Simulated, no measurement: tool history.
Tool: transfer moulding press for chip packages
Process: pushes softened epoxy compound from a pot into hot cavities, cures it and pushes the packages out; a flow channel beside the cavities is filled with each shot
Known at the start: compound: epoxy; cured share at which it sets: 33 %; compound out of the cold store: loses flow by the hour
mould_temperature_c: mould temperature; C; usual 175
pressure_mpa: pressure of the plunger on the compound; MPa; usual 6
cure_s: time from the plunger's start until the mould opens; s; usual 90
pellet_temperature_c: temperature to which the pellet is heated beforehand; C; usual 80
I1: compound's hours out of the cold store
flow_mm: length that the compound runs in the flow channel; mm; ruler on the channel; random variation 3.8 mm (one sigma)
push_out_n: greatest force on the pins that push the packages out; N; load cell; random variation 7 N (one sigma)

{"run": 1, "hour": 0.0, "mould_temperature_c": 175, "pressure_mpa": 6, "cure_s": 90, "pellet_temperature_c": 80, "I1": 11.4, "flow_mm": 675, "push_out_n": 370}
{"run": 2, "hour": 20.2, "mould_temperature_c": 175, "pressure_mpa": 6, "cure_s": 90, "pellet_temperature_c": 80, "I1": 47.9, "flow_mm": 621, "push_out_n": 385}
{"run": 3, "hour": 32.0, "mould_temperature_c": 175, "pressure_mpa": 6, "cure_s": 90, "pellet_temperature_c": 80, "I1": 24.3, "flow_mm": 651, "push_out_n": 410}
{"run": 4, "hour": 46.5, "mould_temperature_c": 175, "pressure_mpa": 6, "cure_s": 90, "pellet_temperature_c": 80, "I1": 13.6, "flow_mm": 669, "push_out_n": 422}
{"hour": 58.7, "done": "cavities cleaned with cleaning compound and waxed"}
{"run": 5, "hour": 68.3, "mould_temperature_c": 174, "pressure_mpa": 6, "cure_s": 90, "pellet_temperature_c": 80, "I1": 41.2, "flow_mm": 622, "push_out_n": 311}
{"run": 6, "hour": 90.4, "mould_temperature_c": 175, "pressure_mpa": 6, "cure_s": 90, "pellet_temperature_c": 80, "I1": 42.8, "flow_mm": 619, "push_out_n": 348}
{"run": 7, "hour": 107.4, "mould_temperature_c": 175, "pressure_mpa": 6, "cure_s": 90, "pellet_temperature_c": 80, "I1": 27.1, "flow_mm": 640, "push_out_n": 366}
{"run": 8, "hour": 129.0, "mould_temperature_c": 175, "pressure_mpa": 6, "cure_s": 90, "pellet_temperature_c": 80, "I1": 26.9, "flow_mm": 640, "push_out_n": 395}
{"run": 9, "hour": 147.6, "mould_temperature_c": 175, "pressure_mpa": 6, "cure_s": 90, "pellet_temperature_c": 80, "I1": 45.7, "flow_mm": 611, "push_out_n": 397}
{"hour": 166.2, "done": "cavities cleaned with cleaning compound and waxed"}
{"run": 10, "hour": 166.8, "mould_temperature_c": 175, "pressure_mpa": 6, "cure_s": 90, "pellet_temperature_c": 70, "I1": 42, "flow_mm": 619, "push_out_n": 291}
{"run": 11, "hour": 181.7, "mould_temperature_c": 175, "pressure_mpa": 5.29, "cure_s": 90, "pellet_temperature_c": 70, "I1": 8, "flow_mm": 613, "push_out_n": 328}
{"run": 12, "hour": 199.6, "mould_temperature_c": 175, "pressure_mpa": 5.29, "cure_s": 90, "pellet_temperature_c": 70, "I1": 8, "flow_mm": 616, "push_out_n": 359}
{"run": 13, "hour": 214.6, "mould_temperature_c": 175, "pressure_mpa": 5.29, "cure_s": 90, "pellet_temperature_c": 88, "I1": 21.4, "flow_mm": 599, "push_out_n": 377}
{"run": 14, "hour": 225.1, "mould_temperature_c": 175, "pressure_mpa": 6, "cure_s": 90, "pellet_temperature_c": 80, "I1": 25.2, "flow_mm": 629, "push_out_n": 377}
{"run": 15, "hour": 239.3, "mould_temperature_c": 175, "pressure_mpa": 6, "cure_s": 90, "pellet_temperature_c": 80, "I1": 25.4, "flow_mm": 622, "push_out_n": 395}
{"run": 16, "hour": 252.0, "mould_temperature_c": 175, "pressure_mpa": 5.51, "cure_s": 90, "pellet_temperature_c": 78, "I1": 36.5, "flow_mm": 584, "push_out_n": 410}
{"hour": 273.3, "done": "cavities cleaned with cleaning compound and waxed"}
{"run": 17, "hour": 273.3, "mould_temperature_c": 169, "pressure_mpa": 6.3, "cure_s": 80, "pellet_temperature_c": 74, "I1": 19.9, "flow_mm": 658, "push_out_n": 506}
{"run": 18, "hour": 294.9, "mould_temperature_c": 171, "pressure_mpa": 5.12, "cure_s": 79, "pellet_temperature_c": 75, "I1": 20.8, "flow_mm": 586, "push_out_n": 518}
{"run": 19, "hour": 305.8, "mould_temperature_c": 171, "pressure_mpa": 5.12, "cure_s": 79, "pellet_temperature_c": 75, "I1": 26.1, "flow_mm": 577, "push_out_n": 538}
{"run": 20, "hour": 318.8, "mould_temperature_c": 173, "pressure_mpa": 5.73, "cure_s": 127, "pellet_temperature_c": 80, "I1": 23.6, "flow_mm": 612, "push_out_n": 337}
{"run": 21, "hour": 329.2, "mould_temperature_c": 171, "pressure_mpa": 6, "cure_s": 90, "pellet_temperature_c": 85, "I1": 40.3, "flow_mm": 611, "push_out_n": 423}
{"hour": 333.1, "done": "plunger's sealing rings changed"}
{"run": 22, "hour": 353.5, "mould_temperature_c": 171, "pressure_mpa": 5.58, "cure_s": 90, "pellet_temperature_c": 85, "I1": 11.9, "flow_mm": 668, "push_out_n": 468}
{"run": 23, "hour": 368.6, "mould_temperature_c": 171, "pressure_mpa": 5.82, "cure_s": 90, "pellet_temperature_c": 85, "I1": 10.8, "flow_mm": 677, "push_out_n": 494}
{"hour": 383.4, "done": "cavities cleaned with cleaning compound and waxed"}
{"run": 24, "hour": 388.7, "mould_temperature_c": 171, "pressure_mpa": 5.39, "cure_s": 90, "pellet_temperature_c": 84, "I1": 37.1, "flow_mm": 616, "push_out_n": 335}
{"run": 25, "hour": 408.4, "mould_temperature_c": 169, "pressure_mpa": 5.02, "cure_s": 90, "pellet_temperature_c": 85, "I1": 14, "flow_mm": 629, "push_out_n": 456}
{"run": 26, "hour": 431.1, "mould_temperature_c": 175, "pressure_mpa": 7.24, "cure_s": 73, "pellet_temperature_c": 88, "I1": 15, "flow_mm": 729, "push_out_n": 523}
{"run": 27, "hour": 442.3, "mould_temperature_c": 175, "pressure_mpa": 5.05, "cure_s": 73, "pellet_temperature_c": 88, "I1": 26.4, "flow_mm": 600, "push_out_n": 527}
{"run": 28, "hour": 456.2, "mould_temperature_c": 167, "pressure_mpa": 5.05, "cure_s": 73, "pellet_temperature_c": 90, "I1": 43.6, "flow_mm": 592, "push_out_n": 886}
{"run": 29, "hour": 470.1, "mould_temperature_c": 177, "pressure_mpa": 6.39, "cure_s": 90, "pellet_temperature_c": 80, "I1": 41.8, "flow_mm": 646, "push_out_n": 389}

Some steps in flow_mm between neighbouring runs. How much of each would the tool show without its hidden state too (settings, what came in, random variation), and how much is left for the hidden state, with any gauge scatter that isn't in both results?
The hidden state here: true mould temperature over the reading, C; pressure that reaches the compound, % of what is set; grip of the stained cavities, % over clean ones'; drift of the gauge itself on flow_mm, %; drift of the gauge itself on push_out_n, %.
Run 16 -> 17: mould_temperature_c 175 -> 169, pressure_mpa 5.51 -> 6.3, cure_s 90 -> 80, pellet_temperature_c 78 -> 74, cavities cleaned with cleaning compound and waxed. flow_mm +74 mm: hidden state -6, all else +80.
Run 21 -> 22: pressure_mpa 6 -> 5.58, plunger's sealing rings changed. flow_mm +57 mm: hidden state +44, all else +13.
Run 25 -> 26: mould_temperature_c 169 -> 175, pressure_mpa 5.02 -> 7.24, cure_s 90 -> 73, pellet_temperature_c 85 -> 88. flow_mm +100 mm: hidden state -5, all else +105.
Run 26 -> 27: pressure_mpa 7.24 -> 5.05. flow_mm -129 mm: hidden state +2, all else -131.

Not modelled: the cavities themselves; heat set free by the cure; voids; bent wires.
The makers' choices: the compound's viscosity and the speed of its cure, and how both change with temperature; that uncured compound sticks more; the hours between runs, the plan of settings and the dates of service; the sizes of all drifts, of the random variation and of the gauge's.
